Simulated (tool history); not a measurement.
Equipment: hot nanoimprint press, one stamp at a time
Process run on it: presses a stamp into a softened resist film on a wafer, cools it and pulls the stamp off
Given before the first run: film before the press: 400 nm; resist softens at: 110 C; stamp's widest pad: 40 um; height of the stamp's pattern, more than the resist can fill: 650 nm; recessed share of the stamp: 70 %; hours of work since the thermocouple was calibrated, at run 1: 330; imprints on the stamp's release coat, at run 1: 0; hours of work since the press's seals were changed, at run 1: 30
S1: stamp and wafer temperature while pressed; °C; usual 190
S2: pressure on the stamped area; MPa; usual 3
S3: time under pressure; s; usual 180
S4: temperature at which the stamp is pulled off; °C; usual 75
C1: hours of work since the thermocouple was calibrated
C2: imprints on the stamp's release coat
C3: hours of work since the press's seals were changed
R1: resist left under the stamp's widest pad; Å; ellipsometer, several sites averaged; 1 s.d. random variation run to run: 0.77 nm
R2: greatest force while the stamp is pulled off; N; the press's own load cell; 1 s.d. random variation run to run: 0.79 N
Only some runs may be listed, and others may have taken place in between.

run 1 hour=0 | S1=190 S2=3 S3=180 S4=75 | C1=330 C2=0 C3=30 | R1=1434 R2=192.3
run 2 hour=23.1 | S1=190 S2=3 S3=180 S4=75 | C1=343 C2=99 C3=43 | R1=1429 R2=194
run 3 hour=50 | S1=190 S2=3 S3=180 S4=75 | C1=358 C2=212 C3=58 | R1=1427 R2=191.9
run 4 hour=71 | S1=190 S2=3 S3=180 S4=75 | C1=369 C2=302 C3=70 | R1=1417 R2=193.8
run 5 hour=91 | S1=188 S2=3 S3=180 S4=75 | C1=380 C2=387 C3=81 | R1=1549 R2=193.1
run 6 hour=116.5 | S1=188 S2=3 S3=180 S4=75 | C1=395 C2=495 C3=95 | R1=1532 R2=193.1
run 7 hour=147.5 | S1=190 S2=3 S3=180 S4=77 | C1=412 C2=627 C3=112 | R1=1421 R2=191.8
run 8 hour=173.2 | S1=190 S2=3 S3=180 S4=77 | C1=426 C2=736 C3=127 | R1=1414 R2=191.3
-- hour=180 plate thermocouple calibrated
-- hour=201.4 stamp cleaned and given a new release coat
run 9 hour=217.6 | S1=188 S2=3 S3=180 S4=75 | C1=18 C2=69 C3=146 | R1=1546 R2=191.7
run 10 hour=236.6 | S1=188 S2=3 S3=180 S4=75 | C1=28 C2=149 C3=157 | R1=1551 R2=193.7
run 11 hour=255.6 | S1=190 S2=3 S3=180 S4=75 | C1=39 C2=230 C3=167 | R1=1427 R2=193.1
run 12 hour=286.7 | S1=190 S2=3.46 S3=180 S4=75 | C1=56 C2=362 C3=185 | R1=1317 R2=194.2
run 13 hour=323.5 | S1=190 S2=3.46 S3=180 S4=75 | C1=76 C2=518 C3=205 | R1=1341 R2=192.1
run 14 hour=355.8 | S1=190 S2=3.46 S3=180 S4=75 | C1=94 C2=656 C3=223 | R1=1333 R2=193.5
run 15 hour=384 | S1=190 S2=3 S3=180 S4=75 | C1=110 C2=776 C3=239 | R1=1410 R2=192.6
-- hour=399.6 stamp cleaned and given a new release coat
run 16 hour=424.5 | S1=202 S2=3.74 S3=180 S4=75 | C1=129 C2=106 C3=258 | R1=764 R2=193.2
run 17 hour=442.8 | S1=202 S2=3.74 S3=180 S4=75 | C1=139 C2=184 C3=268 | R1=770 R2=193.4
run 18 hour=473 | S1=202 S2=3.74 S3=180 S4=75 | C1=156 C2=312 C3=285 | R1=780 R2=194.8
run 19 hour=492.8 | S1=190 S2=3.29 S3=227 S4=66 | C1=167 C2=396 C3=296 | R1=1231 R2=201.9
run 20 hour=515.4 | S1=189 S2=3.29 S3=109 S4=64 | C1=180 C2=492 C3=309 | R1=1721 R2=203.8
run 21 hour=549.5 | S1=189 S2=3.29 S3=109 S4=64 | C1=199 C2=637 C3=328 | R1=1716 R2=205.4
run 22 hour=583.9 | S1=189 S2=3.29 S3=252 S4=64 | C1=218 C2=784 C3=347 | R1=1217 R2=204.6
-- hour=597.5 stamp cleaned and given a new release coat
run 23 hour=609 | S1=189 S2=3.29 S3=252 S4=64 | C1=229 C2=49 C3=357 | R1=1221 R2=204.5
run 24 hour=627.9 | S1=189 S2=3.29 S3=252 S4=64 | C1=239 C2=129 C3=368 | R1=1217 R2=204.8
run 25 hour=661.1 | S1=189 S2=2 S3=252 S4=75 | C1=257 C2=270 C3=386 | R1=1524 R2=193.1
run 26 hour=682.8 | S1=189 S2=2 S3=252 S4=75 | C1=270 C2=362 C3=398 | R1=1525 R2=193.5
run 27 hour=703.8 | S1=183 S2=3 S3=306 S4=75 | C1=281 C2=451 C3=410 | R1=1524 R2=191.7
run 28 hour=728.3 | S1=201 S2=3.51 S3=303 S4=68 | C1=295 C2=556 C3=424 | R1=647 R2=200.9
run 29 hour=744.6 | S1=188 S2=3.51 S3=160 S4=72 | C1=304 C2=625 C3=433 | R1=1486 R2=196.1

Branching from run 29: 4 alternative next runs. What would each branch give?
run A hour=771 | S1=190 S2=3 S3=93 S4=64 | C1=319 C2=737 C3=447 | R1=? R2=?
run B hour=771 | S1=182 S2=3 S3=180 S4=75 | C1=319 C2=737 C3=447 | R1=? R2=?
run C hour=771 | S1=190 S2=3 S3=132 S4=81 | C1=319 C2=737 C3=447 | R1=? R2=?
run D hour=771 | S1=188 S2=3.51 S3=160 S4=76 | C1=319 C2=737 C3=447 | R1=? R2=?

run=A R1=1837 R2=205.3
run=B R1=1955 R2=193
run=C R1=1598 R2=187.6
run=D R1=1486 R2=192
The same runs, with their run-to-run variation unchanged, on a tool lacking any hidden condition would have given:
run=A R1=1873 R2=204.9
run=B R1=1994 R2=192.7
run=C R1=1630 R2=187.2
run=D R1=1515 R2=191.7

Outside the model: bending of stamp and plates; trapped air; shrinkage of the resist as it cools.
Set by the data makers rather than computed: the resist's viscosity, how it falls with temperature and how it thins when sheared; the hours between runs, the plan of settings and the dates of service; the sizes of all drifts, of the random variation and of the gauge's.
